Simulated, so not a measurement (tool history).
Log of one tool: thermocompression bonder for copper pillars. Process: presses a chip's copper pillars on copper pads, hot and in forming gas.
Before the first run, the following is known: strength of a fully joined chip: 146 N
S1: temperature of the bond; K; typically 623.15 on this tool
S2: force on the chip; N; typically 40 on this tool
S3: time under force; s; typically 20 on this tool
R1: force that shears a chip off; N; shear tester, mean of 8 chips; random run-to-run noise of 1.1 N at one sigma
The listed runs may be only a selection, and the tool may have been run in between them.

run,hour,S1,S2,S3,R1
1,0.0,623.15,40,20,100.7
2,8.5,623.15,40,20,99.5
3,19.7,623.15,38,20,95.6
4,33.3,623.15,40,20,100.0
5,48.3,623.15,40,20,102.7
6,56.0,623.15,26,13,60.4
7,65.5,647.15,35,20,103.5
# hour 68.4: heater calibrated with a thermocouple chip
8,81.9,647.15,35,20,105.5
9,90.5,595.15,40,20,77.6
10,97.3,646.15,56,57,138.3

Below are 3 alternative next runs, each starting from the tool's condition after run 10. Predict each:
A,105.5,640.15,40,34,?
B,105.5,608.15,35,48,?
C,105.5,627.15,56,57,?

run,R1
A,120.9
B,102.5
C,135.7
The same runs, with their run-to-run variation unchanged, on a tool lacking any hidden condition would have given:
run,R1
A,125.1
B,106.7
C,139.9

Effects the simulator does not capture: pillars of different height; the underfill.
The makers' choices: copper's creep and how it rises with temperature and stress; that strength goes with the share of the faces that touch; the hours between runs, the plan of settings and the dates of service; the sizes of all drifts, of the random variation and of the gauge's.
